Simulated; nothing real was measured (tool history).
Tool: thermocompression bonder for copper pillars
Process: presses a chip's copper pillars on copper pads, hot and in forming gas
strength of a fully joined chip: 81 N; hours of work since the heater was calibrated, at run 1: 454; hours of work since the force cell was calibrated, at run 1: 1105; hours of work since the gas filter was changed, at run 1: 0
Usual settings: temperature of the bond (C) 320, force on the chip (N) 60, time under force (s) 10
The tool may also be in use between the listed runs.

| run | hour | temperature of the bond (C) | force on the chip (N) | time under force (s) | hours of work since the heater was calibrated | hours of work since the force cell was calibrated | hours of work since the gas filter was changed | force that shears a chip off (N) |
|---|---|---|---|---|---|---|---|---|
| 1 | 0 | 320 | 60 | 10 | 454 | 1105 | 0 | 34.4 |
| 2 | 25.6 | 320 | 60 | 10 | 475 | 1126 | 20 | 34 |
| 3 | 66.9 | 320 | 60 | 10 | 507 | 1158 | 53 | 33.4 |
| 4 | 103 | 320 | 60 | 10 | 536 | 1187 | 81 | 32.2 |
| 5 | 144.6 | 320 | 60 | 10 | 569 | 1220 | 114 | 32.1 |
| 6 | 187.5 | 320 | 60 | 10 | 602 | 1253 | 148 | 31 |
| 7 | 225.1 | 320 | 60 | 10 | 632 | 1283 | 178 | 30.3 |
| 8 | 269 | 320 | 60 | 10 | 667 | 1318 | 212 | 30.6 |
|  | 289.5 | forming gas filter changed |
| 9 | 320.3 | 320 | 60 | 10 | 707 | 1358 | 24 | 32.6 |
| 10 | 358.7 | 320 | 60 | 29 | 737 | 1388 | 55 | 45.7 |
| 11 | 391 | 320 | 60 | 29 | 763 | 1414 | 80 | 44.3 |
| 12 | 422.1 | 320 | 60 | 10 | 787 | 1438 | 105 | 31.3 |
| 13 | 475.1 | 320 | 60 | 10 | 829 | 1480 | 147 | 29.1 |
| 14 | 508.5 | 320 | 60 | 10 | 855 | 1506 | 173 | 29.8 |
|  | 519.8 | heater calibrated with a thermocouple chip |
| 15 | 541.2 | 320 | 60 | 10 | 17 | 1531 | 197 | 33.5 |
|  | 580.2 | forming gas filter changed |
| 16 | 590.9 | 303 | 44 | 22 | 56 | 1570 | 8 | 32.4 |
| 17 | 624.2 | 303 | 44 | 22 | 82 | 1596 | 35 | 32.6 |
| 18 | 646 | 303 | 60 | 22 | 99 | 1613 | 52 | 37.6 |
| 19 | 698.6 | 308 | 64 | 10 | 141 | 1655 | 93 | 31.3 |
| 20 | 748.2 | 320 | 50 | 24 | 180 | 1694 | 133 | 41.4 |
| 21 | 790.2 | 320 | 75 | 25 | 213 | 1727 | 166 | 50.2 |
| 22 | 835.1 | 304 | 84 | 10 | 248 | 1762 | 201 | 33.1 |

The next listed run, before its measurement:
|  | 869.4 | forming gas filter changed |
| 23 | 885.6 | 304 | 74 | 9 | 288 | 1802 | 13 | ? |

{"run 23": {"force that shears a chip off (N)": 30.8}}
Without the tool's hidden state the same run would have given force that shears a chip off (N) 34.1.
